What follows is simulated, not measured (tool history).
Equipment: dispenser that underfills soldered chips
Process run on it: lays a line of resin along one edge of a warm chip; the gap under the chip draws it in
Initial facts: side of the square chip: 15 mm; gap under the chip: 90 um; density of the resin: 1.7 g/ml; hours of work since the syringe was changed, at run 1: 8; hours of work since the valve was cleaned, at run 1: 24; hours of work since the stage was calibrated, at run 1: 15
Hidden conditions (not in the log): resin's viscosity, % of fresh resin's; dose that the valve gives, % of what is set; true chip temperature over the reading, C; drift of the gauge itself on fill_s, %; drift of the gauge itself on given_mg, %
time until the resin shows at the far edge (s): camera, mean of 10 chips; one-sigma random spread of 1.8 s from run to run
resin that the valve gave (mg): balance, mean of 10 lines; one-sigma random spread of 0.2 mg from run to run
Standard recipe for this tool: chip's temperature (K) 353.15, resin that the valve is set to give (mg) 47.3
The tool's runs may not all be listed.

run,hour,chip's temperature (K),resin that the valve is set to give (mg),hours of work since the syringe was changed,hours of work since the valve was cleaned,hours of work since the stage was calibrated,time until the resin shows at the far edge (s),resin that the valve gave (mg)
1,0.0,353.15,47.3,8,24,15,365.1,46.50
# hour 3.2: new syringe of resin
2,5.0,353.15,47.3,1,27,18,204.9,45.69
3,10.2,347.15,47.3,5,31,21,332.8,45.93
4,16.8,347.15,47.3,9,35,26,493.2,45.76
# hour 17.6: new syringe of resin
5,22.0,347.15,47.3,3,38,29,290.4,45.76
6,27.0,353.15,40.7,6,42,32,318.3,38.90
7,30.8,353.15,51.6,9,44,35,383.1,49.48
# hour 32.0: new syringe of resin
8,37.8,353.15,51.6,4,49,39,247.9,49.42
9,44.4,353.15,47.3,8,53,44,385.0,44.73
# hour 47.1: new syringe of resin
10,52.1,353.15,47.3,3,58,49,250.2,44.75
11,56.9,353.15,47.3,7,61,52,327.3,44.91
12,60.6,353.15,47.3,9,64,54,412.2,44.16
# hour 62.0: new syringe of resin
13,68.2,353.15,59.8,4,69,59,255.0,56.26
14,72.8,353.15,59.8,7,72,62,338.5,56.34
# hour 76.6: new syringe of resin
15,79.4,353.15,47.3,2,76,67,215.2,44.18
16,82.8,342.15,56.6,4,78,69,377.3,52.69
17,86.9,360.15,42.9,7,81,72,277.0,39.98
# hour 91.4: new syringe of resin
# hour 93.0: dispensing valve cleaned and set on the balance
18,93.9,363.15,41.6,1,1,75,144.1,41.57
19,99.7,354.15,51.3,5,4,79,266.9,50.76
20,105.3,358.15,52.4,9,8,83,318.6,51.73
# hour 106.9: new syringe of resin
21,109.3,355.15,61.3,2,11,86,184.5,60.57
22,116.5,355.15,61.3,6,16,90,281.9,60.51
# hour 121.4: new syringe of resin
23,124.0,342.15,41.0,2,20,95,334.9,40.11
24,130.4,347.15,47.3,6,25,100,381.9,46.06
25,134.9,352.15,47.3,9,28,102,419.5,45.86
# hour 135.7: new syringe of resin
26,142.5,363.15,50.6,5,32,107,193.8,48.83
27,147.1,344.15,49.3,8,36,110,494.6,47.76
# hour 150.2: new syringe of resin
28,151.7,344.15,49.3,1,38,113,283.3,46.99
29,157.7,344.15,49.3,5,42,117,404.4,47.24

A few steps of time until the resin shows at the far edge (s) between consecutive runs. Split each: what settings, incoming material and random variation would produce without the hidden state, and what is left over for the hidden state, along with gauge scatter present in only one of the two compared results (measured, and without hidden state):
Run 4 -> 5: new syringe of resin. time until the resin shows at the far edge (s) -202.8: hidden state -207.2, all else +4.4.
Run 25 -> 26: chip's temperature (K) 352.15 -> 363.15, resin that the valve is set to give (mg) 47.3 -> 50.6, new syringe of resin. time until the resin shows at the far edge (s) -225.7: hidden state -165.6, all else -60.1.
Run 26 -> 27: chip's temperature (K) 363.15 -> 344.15, resin that the valve is set to give (mg) 50.6 -> 49.3. time until the resin shows at the far edge (s) +300.8: hidden state +181.8, all else +119.0.
Run 27 -> 28: new syringe of resin. time until the resin shows at the far edge (s) -211.3: hidden state -213.9, all else +2.6.
